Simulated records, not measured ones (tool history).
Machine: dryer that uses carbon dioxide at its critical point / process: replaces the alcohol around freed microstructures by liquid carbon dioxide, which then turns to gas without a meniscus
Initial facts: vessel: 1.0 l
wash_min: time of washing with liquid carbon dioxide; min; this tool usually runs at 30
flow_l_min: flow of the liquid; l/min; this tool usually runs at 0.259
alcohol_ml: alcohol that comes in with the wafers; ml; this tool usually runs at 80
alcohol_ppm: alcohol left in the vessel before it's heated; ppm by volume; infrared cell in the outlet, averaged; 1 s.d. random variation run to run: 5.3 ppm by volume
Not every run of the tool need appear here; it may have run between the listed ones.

run	hour	wash_min	flow_l_min	alcohol_ml	alcohol_ppm
1	0	30	0.259	80	193
2	27.6	30	0.259	80	211
3	57.7	30	0.259	51	146
4	87.2	30	0.259	51	161
5	106.3	30	0.307	80	95
6	126.5	30	0.259	80	238
7	150.2	45	0.259	80	33
8	174.4	45	0.259	80	40
9	210.7	30	0.259	80	242
10	233.1	30	0.259	80	257
11	260.4	30	0.259	49	182
12	288	30	0.259	49	192
13	305.4	30	0.385	80	63
14	341.9	30	0.259	47	200
15	374.4	30	0.259	47	205
16	409.5	22	0.276	40	498
# hour 425.3: inlet filter changed
17	443.2	36	0.162	80	709
18	478.8	22	0.259	80	715
19	502.6	43	0.259	41	71
20	525.3	24	0.182	96	2659
21	541.9	30	0.178	80	1067
22	564	21	0.428	26	86
23	597.8	21	0.189	72	2907
24	615.5	21	0.189	72	3007
25	646.1	21	0.189	72	3033
26	679.7	22	0.327	71	263
27	700.6	38	0.221	95	197
28	737.4	38	0.221	95	204

Measured minus without-hidden-state, run by run (identical run-to-run variation in each term; gauge scatter may differ):
The tool's hidden condition here consists of: flow that reaches the vessel past the clogged filter, %; alcohol in the recycled carbon dioxide, ppm; drift of the gauge itself on alcohol_ppm, %.
run	alcohol_ppm
1	+88
2	+96
3	+73
4	+80
5	+57
6	+121
7	+33
8	+38
9	+139
10	+151
11	+113
12	+120
13	+52
14	+130
15	+136
16	+275
17	+86
18	+104
19	+62
20	+260
21	+166
22	+70
23	+359
24	+394
25	+440
26	+121
27	+112
28	+121
